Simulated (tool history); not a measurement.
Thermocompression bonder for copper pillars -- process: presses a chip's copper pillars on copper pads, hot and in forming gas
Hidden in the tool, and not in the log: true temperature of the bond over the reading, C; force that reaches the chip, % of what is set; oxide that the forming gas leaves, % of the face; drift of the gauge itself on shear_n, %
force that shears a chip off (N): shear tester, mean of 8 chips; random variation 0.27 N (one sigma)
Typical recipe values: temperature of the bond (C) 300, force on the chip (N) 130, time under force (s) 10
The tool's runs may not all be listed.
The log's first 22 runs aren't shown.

run   hour  temperature of the bond (C)  force on the chip (N)  time under force (s)  hours of work since the heater was calibrated  hours of work since the force cell was calibrated  hours of work since the gas filter was changed  force that shears a chip off (N)
 23  158.1                          298                    136                    13                                             19                                                114                                             144                              65.6
     169.5  -- heater calibrated with a thermocouple chip, once more
 24  170.1                          271                    130                    10                                              0                                                119                                             149                              45.7
 25  174.3                          302                    145                    25                                              3                                                122                                             152                              84.7
 26  183.6                          300                    136                    10                                              8                                                127                                             157                              61.9
 27  188.4                          321                    126                     7                                             10                                                129                                             159                              61.9
 28  198.4                          300                    130                    22                                             16                                                135                                             165                              75.8
 29  204.0                          288                    130                    10                                             19                                                138                                             168                              53.5
 30  209.8                          326                    130                    10                                             22                                                141                                             171                              72.3
 31  218.6                          326                    130                    10                                             27                                                146                                             176                              72.7
 32  226.6                          326                    130                    10                                             31                                                150                                             180                              72.5
 33  232.7                          300                    130                    29                                             35                                                154                                             184                              81.6
 34  242.5                          300                    130                    29                                             40                                                159                                             189                              81.4
 35  249.0                          300                    132                    17                                             44                                                163                                             193                              71.3
 36  258.2                          300                    132                    17                                             49                                                168                                             198                              71.6
 37  263.4                          274                    162                    10                                             51                                                171                                             201                              54.1
 38  272.7                          287                    100                    17                                             57                                                176                                             206                              54.3
 39  279.1                          287                    100                    17                                             60                                                179                                             209                              53.9
 40  288.8                          273                    145                    16                                             65                                                184                                             214                              58.8
 41  298.7                          273                    145                    16                                             71                                                190                                             220                              58.7

Forecast each of these 3 alternatives for the next run:
  A  308.3                          270                    130                    10                                             76                                                195                                             225                                 ?
  B  308.3                          300                    130                    25                                             76                                                195                                             225                                 ?
  C  308.3                          278                    193                    12                                             76                                                195                                             225                                 ?

run  force that shears a chip off (N)
  A                              44.5
  B                              78.1
  C                              66.0
The same runs, with their run-to-run variation unchanged, on a tool lacking any hidden condition would have given:
run  force that shears a chip off (N)
  A                              45.1
  B                              79.5
  C                              67.1

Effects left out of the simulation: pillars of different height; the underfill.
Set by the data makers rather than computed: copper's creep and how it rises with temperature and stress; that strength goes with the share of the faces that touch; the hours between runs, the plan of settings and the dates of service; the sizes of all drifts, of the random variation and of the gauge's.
